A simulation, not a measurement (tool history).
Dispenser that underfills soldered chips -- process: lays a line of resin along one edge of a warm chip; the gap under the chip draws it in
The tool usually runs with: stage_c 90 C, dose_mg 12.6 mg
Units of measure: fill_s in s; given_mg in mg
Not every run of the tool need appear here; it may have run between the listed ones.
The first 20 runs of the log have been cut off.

run   hour  stage_c  dose_mg  fill_s  given_mg
 21   99.2       83     12.5   253.1     12.42
     102.5  -- new syringe of resin
 22  103.2       92     11.8   153.1     11.65
 23  107.1       92     11.8   178.1     11.62
     113.5  -- new syringe of resin
 24  113.5       94     13.6   138.6     13.39
 25  120.1       83     13.3   242.7     13.03
     124.2  -- new syringe of resin
 26  126.3       90     13.7   164.8     13.54
 27  129.1       96     11.3   162.8     11.04
 28  131.9       99     14.4   159.0     14.16
     135.1  -- new syringe of resin
 29  136.4       99     14.4   122.1     14.19
 30  140.4       98     12.9   151.2     12.58
     145.9  -- new syringe of resin
 31  147.4       90     11.0   173.9     10.67
 32  154.1       96     12.6   179.0     12.34
     156.7  -- new syringe of resin
 33  159.1      102     12.9   119.8     12.54

Below are 5 alternative next runs, each starting from the tool's condition after run 33. Predict each:
  A  162.2       97     15.1       ?         ?
  B  162.2       98     11.8       ?         ?
  C  162.2       90     13.5       ?         ?
  D  162.2       96     13.4       ?         ?
  E  162.2      103     16.1       ?         ?

run  fill_s  given_mg
  A   153.1     14.58
  B   156.2     11.44
  C   185.4     13.03
  D   162.0     13.02
  E   130.8     15.53
With the hidden condition removed and each run's random variation left untouched, the same runs would have given:
run  fill_s  given_mg
  A   131.1     15.05
  B   133.0     11.81
  C   158.8     13.44
  D   138.6     13.43
  E   112.0     16.03
